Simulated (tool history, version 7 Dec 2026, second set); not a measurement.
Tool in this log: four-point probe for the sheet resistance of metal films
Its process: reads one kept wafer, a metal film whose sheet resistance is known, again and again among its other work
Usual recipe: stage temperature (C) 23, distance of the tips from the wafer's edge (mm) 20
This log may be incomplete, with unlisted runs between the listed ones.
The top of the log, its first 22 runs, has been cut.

run,hour,stage temperature (C),distance of the tips from the wafer's edge (mm),touches since the probe head was changed,hours of work since the stage's thermometer was calibrated,sheet resistance as the instrument gives it (ohm/square)
23,1843.4,26,17,228107,532,0.170842
24,1894.4,28,4,230583,568,0.176438
# hour 1993.6: new probe head fitted
25,2013.1,19,42,947,650,0.167741
26,2063.0,19,67,3368,684,0.167724
27,2163.5,19,67,8238,754,0.167763
28,2239.7,35,7,11937,807,0.172112
29,2326.4,35,7,16141,868,0.172215
30,2383.7,18,24,18921,907,0.167840
31,2474.8,19,10,23337,971,0.168689
32,2546.3,19,10,26804,1021,0.168754
33,2597.4,30,4,29284,1056,0.175204
34,2688.5,30,4,33702,1120,0.175140
35,2804.8,23,4,39342,1200,0.174064
36,2870.3,27,5,42518,1246,0.172839
37,2941.1,27,5,45953,1295,0.172862
38,3041.7,23,69,50834,1365,0.168702
39,3160.9,29,6,56614,1448,0.172197

Below are 3 alternative next runs, each starting from the tool's condition after run 39. Predict each:
# hour 3238.4: stage's thermometer calibrated
A,3240.3,24,70,60442,1,?
# hour 3238.4: stage's thermometer calibrated
B,3240.3,23,29,60442,1,?
# hour 3238.4: stage's thermometer calibrated
C,3240.3,24,17,60442,1,?

run,sheet resistance as the instrument gives it (ohm/square)
A,0.169239
B,0.169130
C,0.169536
With no hidden state in the tool, these same runs would have given:
run,sheet resistance as the instrument gives it (ohm/square)
A,0.167777
B,0.167669
C,0.168072

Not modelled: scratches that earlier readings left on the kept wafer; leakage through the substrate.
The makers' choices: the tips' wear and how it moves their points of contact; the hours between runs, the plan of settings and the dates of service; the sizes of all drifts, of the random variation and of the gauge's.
